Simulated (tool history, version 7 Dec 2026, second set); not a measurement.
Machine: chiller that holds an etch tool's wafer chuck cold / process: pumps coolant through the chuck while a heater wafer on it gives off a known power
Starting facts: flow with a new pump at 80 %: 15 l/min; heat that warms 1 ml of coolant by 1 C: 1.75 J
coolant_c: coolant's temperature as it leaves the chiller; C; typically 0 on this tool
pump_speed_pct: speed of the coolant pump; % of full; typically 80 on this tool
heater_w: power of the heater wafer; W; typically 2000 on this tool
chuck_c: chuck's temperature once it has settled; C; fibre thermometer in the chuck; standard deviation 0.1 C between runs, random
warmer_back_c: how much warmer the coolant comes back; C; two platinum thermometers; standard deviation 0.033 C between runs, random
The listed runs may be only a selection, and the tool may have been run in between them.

run 1 hour=0 | coolant_c=0 pump_speed_pct=80 heater_w=2000 | chuck_c=12.7 warmer_back_c=4.56
run 2 hour=121.3 | coolant_c=0 pump_speed_pct=80 heater_w=2000 | chuck_c=12.7 warmer_back_c=4.59
run 3 hour=289.8 | coolant_c=0 pump_speed_pct=80 heater_w=2000 | chuck_c=12.6 warmer_back_c=4.63
run 4 hour=426.6 | coolant_c=0 pump_speed_pct=80 heater_w=2000 | chuck_c=12.6 warmer_back_c=4.55
run 5 hour=523.5 | coolant_c=0 pump_speed_pct=80 heater_w=2000 | chuck_c=12.7 warmer_back_c=4.59
run 6 hour=663.5 | coolant_c=0 pump_speed_pct=99 heater_w=2000 | chuck_c=11.2 warmer_back_c=3.75
run 7 hour=783 | coolant_c=0 pump_speed_pct=80 heater_w=2000 | chuck_c=12.7 warmer_back_c=4.67
run 8 hour=941.4 | coolant_c=0 pump_speed_pct=80 heater_w=2000 | chuck_c=12.5 warmer_back_c=4.59
-- hour=987.2 chiller's thermometer calibrated
run 9 hour=1037 | coolant_c=0 pump_speed_pct=82 heater_w=2000 | chuck_c=12.5 warmer_back_c=4.54
run 10 hour=1129.4 | coolant_c=0 pump_speed_pct=94 heater_w=2000 | chuck_c=11.5 warmer_back_c=4.03
run 11 hour=1269.8 | coolant_c=0 pump_speed_pct=94 heater_w=2000 | chuck_c=11.4 warmer_back_c=4.02
run 12 hour=1377.2 | coolant_c=0 pump_speed_pct=94 heater_w=2000 | chuck_c=11.4 warmer_back_c=3.99
run 13 hour=1538.8 | coolant_c=0 pump_speed_pct=80 heater_w=2000 | chuck_c=12.6 warmer_back_c=4.69
run 14 hour=1698.9 | coolant_c=0 pump_speed_pct=80 heater_w=2000 | chuck_c=12.7 warmer_back_c=4.7
run 15 hour=1833.4 | coolant_c=0 pump_speed_pct=80 heater_w=2000 | chuck_c=12.4 warmer_back_c=4.76
run 16 hour=1961.1 | coolant_c=0 pump_speed_pct=80 heater_w=2000 | chuck_c=12.7 warmer_back_c=4.76
run 17 hour=2040.8 | coolant_c=0 pump_speed_pct=80 heater_w=2000 | chuck_c=12.6 warmer_back_c=4.74
run 18 hour=2193.2 | coolant_c=0 pump_speed_pct=64 heater_w=2000 | chuck_c=14.5 warmer_back_c=5.84
run 19 hour=2363.2 | coolant_c=0 pump_speed_pct=64 heater_w=2000 | chuck_c=14.6 warmer_back_c=5.84
run 20 hour=2489.9 | coolant_c=0 pump_speed_pct=64 heater_w=2000 | chuck_c=14.7 warmer_back_c=5.85
run 21 hour=2639.6 | coolant_c=0 pump_speed_pct=64 heater_w=2000 | chuck_c=14.6 warmer_back_c=5.93
run 22 hour=2809.2 | coolant_c=-5 pump_speed_pct=80 heater_w=2692 | chuck_c=11.9 warmer_back_c=6.38
run 23 hour=2908.8 | coolant_c=3 pump_speed_pct=92 heater_w=1741 | chuck_c=13.1 warmer_back_c=3.74
run 24 hour=3007.9 | coolant_c=-8 pump_speed_pct=90 heater_w=2790 | chuck_c=8.4 warmer_back_c=5.91
run 25 hour=3154.7 | coolant_c=0 pump_speed_pct=85 heater_w=1350 | chuck_c=8.1 warmer_back_c=3.16
run 26 hour=3324 | coolant_c=8 pump_speed_pct=94 heater_w=1176 | chuck_c=14.7 warmer_back_c=2.61
run 27 hour=3493.6 | coolant_c=-7 pump_speed_pct=63 heater_w=1173 | chuck_c=1.7 warmer_back_c=3.69
run 28 hour=3586.3 | coolant_c=-7 pump_speed_pct=63 heater_w=1173 | chuck_c=1.5 warmer_back_c=3.7
run 29 hour=3690 | coolant_c=0 pump_speed_pct=60 heater_w=2022 | chuck_c=15.3 warmer_back_c=6.44
run 30 hour=3824.6 | coolant_c=-6 pump_speed_pct=96 heater_w=2853 | chuck_c=10.1 warmer_back_c=5.8
run 31 hour=3917.6 | coolant_c=8 pump_speed_pct=80 heater_w=1180 | chuck_c=15.5 warmer_back_c=3.1
run 32 hour=4022.4 | coolant_c=8 pump_speed_pct=80 heater_w=1180 | chuck_c=15.6 warmer_back_c=3.05
-- hour=4208.4 chiller's thermometer calibrated
run 33 hour=4208.4 | coolant_c=-1 pump_speed_pct=80 heater_w=1180 | chuck_c=6.4 warmer_back_c=3.06

Here are 3 independent what-if runs from the current tool condition. What would each one return?
run A hour=4377.1 | coolant_c=-10 pump_speed_pct=63 heater_w=2833 | chuck_c=? warmer_back_c=?
run B hour=4377.1 | coolant_c=0 pump_speed_pct=80 heater_w=1014 | chuck_c=? warmer_back_c=?
run C hour=4377.1 | coolant_c=0 pump_speed_pct=81 heater_w=1082 | chuck_c=? warmer_back_c=?

run=A chuck_c=10.9 warmer_back_c=8.48
run=B chuck_c=6.4 warmer_back_c=2.71
run=C chuck_c=6.9 warmer_back_c=2.8
Without the tool's unlogged condition, the same runs would have read:
run=A chuck_c=10.9 warmer_back_c=8.08
run=B chuck_c=6.4 warmer_back_c=2.32
run=C chuck_c=6.9 warmer_back_c=2.41
